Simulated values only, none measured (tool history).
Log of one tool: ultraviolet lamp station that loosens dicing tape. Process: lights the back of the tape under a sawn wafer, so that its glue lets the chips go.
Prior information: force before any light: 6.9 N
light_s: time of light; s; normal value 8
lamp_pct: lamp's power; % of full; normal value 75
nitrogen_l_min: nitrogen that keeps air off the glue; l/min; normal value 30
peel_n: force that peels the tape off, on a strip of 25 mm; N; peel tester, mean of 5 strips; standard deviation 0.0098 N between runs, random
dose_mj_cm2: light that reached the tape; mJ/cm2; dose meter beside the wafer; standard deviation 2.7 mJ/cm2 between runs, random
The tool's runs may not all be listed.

run   hour  light_s  lamp_pct  nitrogen_l_min  peel_n  dose_mj_cm2
  1    0.0        8        75              30   0.472          332
  2   13.0        8        75              30   0.477          331
  3   23.2        8        75              30   0.469          331
  4   34.6        8        75              30   0.474          328
  5   42.5        8        75              30   0.482          324
  6   55.8        8        75              30   0.473          327
  7   67.3        8        75              30   0.466          328
  8   78.9        8        75              30   0.466          326
  9   86.1        8        75              30   0.483          325
 10  101.3        8        75              30   0.499          326
 11  115.9        8        75              30   0.494          325
 12  131.1        8        75              30   0.496          324
 13  144.5        8        75              30   0.486          320
 14  153.1       13        75              30   0.229          518
 15  161.2       13        75              55   0.205          521
 16  169.5       13        75              55   0.204          518
 17  180.1       13        75              55   0.203          517
 18  193.4       13        75              55   0.211          513
 19  200.2       13        75              55   0.209          509
 20  210.3       13        75              55   0.223          517
 21  225.6       13        75              55   0.217          511
 22  236.8       13        93              55   0.189          636
 23  247.9       13        93              55   0.194          630
 24  263.0       10        93              55   0.211          480
 25  277.4       10        93              55   0.226          477
 26  291.1        4        76              31   1.681          159
 27  305.8        5        76              47   0.977          198
     307.1  -- window cleaned of glue's vapour
 28  316.7        5        76              47   1.107          178
 29  328.1        5        76              47   1.113          181
     338.8  -- window cleaned of glue's vapour, once more
 30  338.9        9        94              44   0.232          474
 31  346.3       15        86              37   0.186          720
 32  359.8       15        86              37   0.197          719
 33  374.1        6        64              17   1.451          213
 34  382.5        6        64              17   1.450          212
 35  390.6        6        64              17   1.461          215
 36  401.4        6        79              17   1.058          267
 37  410.0        8        70              10   1.095          307
 38  425.4        8        70              10   1.080          314
 39  436.2        8        70              10   1.094          307
 40  448.6        8        94              30   0.325          409
 41  457.8        8        94              30   0.306          413
 42  468.5        4        65              10   2.873          145
 43  475.8        4        65              10   2.877          140

Predict each of these 4 candidate next runs independently; none follows another, all start after run 43:
  A  482.8       10        93              48       ?            ?
  B  482.8        7        75              42       ?            ?
  C  482.8       12        82              23       ?            ?
  D  482.8        8        63              29       ?            ?

run  peel_n  dose_mj_cm2
  A   0.210          504
  B   0.516          284
  C   0.244          533
  D   0.691          275
The same runs, with their run-to-run variation unchanged, on a tool lacking any hidden condition would have given:
run  peel_n  dose_mj_cm2
  A   0.201          543
  B   0.448          306
  C   0.225          575
  D   0.600          296
